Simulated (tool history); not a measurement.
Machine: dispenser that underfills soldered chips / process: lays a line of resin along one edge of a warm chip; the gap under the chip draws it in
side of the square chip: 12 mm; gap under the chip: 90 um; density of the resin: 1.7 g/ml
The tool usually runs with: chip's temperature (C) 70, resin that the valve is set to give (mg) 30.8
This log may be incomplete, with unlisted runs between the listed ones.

| run | hour | chip's temperature (C) | resin that the valve is set to give (mg) | time until the resin shows at the far edge (s) | resin that the valve gave (mg) |
|---|---|---|---|---|---|
| 1 | 0.0 | 70 | 30.8 | 100.8 | 29.94 |
| 2 | 3.2 | 66 | 30.8 | 144.4 | 29.83 |
| 3 | 7.1 | 66 | 30.8 | 183.9 | 29.92 |
|  | 10.4 | new syringe of resin |
| 4 | 12.1 | 66 | 30.8 | 130.3 | 29.92 |
| 5 | 15.4 | 66 | 30.8 | 156.3 | 29.73 |
| 6 | 18.9 | 66 | 30.8 | 198.7 | 29.67 |
|  | 20.7 | new syringe of resin |
| 7 | 25.5 | 70 | 37.7 | 130.0 | 36.40 |
|  | 31.1 | new syringe of resin |
| 8 | 31.5 | 70 | 37.7 | 95.6 | 36.38 |
| 9 | 35.9 | 69 | 37.7 | 132.8 | 36.14 |
| 10 | 40.9 | 69 | 37.7 | 182.5 | 36.21 |
|  | 41.6 | new syringe of resin |
|  | 45.6 | dispensing valve cleaned and set on the balance |
| 11 | 47.0 | 69 | 37.7 | 130.2 | 37.81 |
| 12 | 50.2 | 70 | 30.8 | 156.9 | 31.00 |
|  | 52.8 | new syringe of resin |
| 13 | 53.6 | 70 | 30.8 | 102.3 | 30.72 |
| 14 | 56.3 | 70 | 30.8 | 118.5 | 30.71 |
| 15 | 62.3 | 70 | 30.8 | 173.3 | 30.56 |
|  | 63.2 | new syringe of resin |
| 16 | 68.8 | 70 | 26.7 | 139.8 | 26.36 |
| 17 | 72.4 | 70 | 30.8 | 168.7 | 30.44 |
|  | 73.5 | new syringe of resin |
| 18 | 78.4 | 70 | 30.8 | 131.0 | 30.34 |
|  | 84.3 | new syringe of resin |
| 19 | 84.4 | 58 | 28.7 | 170.1 | 28.38 |
| 20 | 90.7 | 58 | 28.7 | 249.7 | 28.36 |
|  | 94.7 | new syringe of resin |
| 21 | 96.8 | 55 | 35.1 | 207.1 | 34.30 |
| 22 | 102.5 | 55 | 35.1 | 291.5 | 34.29 |
|  | 105.3 | new syringe of resin |
| 23 | 107.1 | 81 | 29.8 | 70.6 | 29.18 |
| 24 | 113.2 | 63 | 27.7 | 220.3 | 27.03 |
|  | 115.8 | new syringe of resin |
| 25 | 118.8 | 70 | 29.9 | 116.6 | 29.20 |
| 26 | 123.7 | 77 | 32.2 | 119.4 | 31.32 |
|  | 126.0 | new syringe of resin |
| 27 | 127.2 | 81 | 35.2 | 67.5 | 34.23 |
| 28 | 131.5 | 57 | 34.9 | 234.4 | 33.80 |
|  | 136.4 | new syringe of resin |
| 29 | 137.6 | 57 | 38.7 | 177.9 | 37.30 |
| 30 | 142.3 | 57 | 38.7 | 235.9 | 37.39 |
|  | 146.6 | new syringe of resin |
| 31 | 147.6 | 57 | 38.7 | 171.1 | 37.36 |
| 32 | 153.5 | 57 | 38.7 | 251.5 | 37.11 |
| 33 | 156.5 | 62 | 30.7 | 248.2 | 29.46 |
|  | 157.1 | new syringe of resin |
| 34 | 162.9 | 57 | 34.9 | 240.3 | 33.36 |
|  | 167.8 | new syringe of resin |
| 35 | 168.5 | 72 | 27.4 | 99.0 | 26.01 |

Branching from run 35: 4 alternative next runs. What would each branch give?
|  | 172.3 | dispensing valve cleaned and set on the balance |
| A | 173.3 | 70 | 28.6 | ? | ? |
|  | 172.3 | dispensing valve cleaned and set on the balance |
| B | 173.3 | 83 | 39.7 | ? | ? |
|  | 172.3 | dispensing valve cleaned and set on the balance |
| C | 173.3 | 64 | 30.0 | ? | ? |
|  | 172.3 | dispensing valve cleaned and set on the balance |
| D | 173.3 | 77 | 27.4 | ? | ? |

| run | time until the resin shows at the far edge (s) | resin that the valve gave (mg) |
|---|---|---|
| A | 127.6 | 28.70 |
| B | 76.1 | 39.52 |
| C | 165.1 | 30.02 |
| D | 99.3 | 27.47 |
With no hidden state in the tool, these same runs would have given:
| run | time until the resin shows at the far edge (s) | resin that the valve gave (mg) |
|---|---|---|
| A | 98.0 | 28.65 |
| B | 58.3 | 39.46 |
| C | 126.8 | 29.97 |
| D | 76.1 | 27.43 |
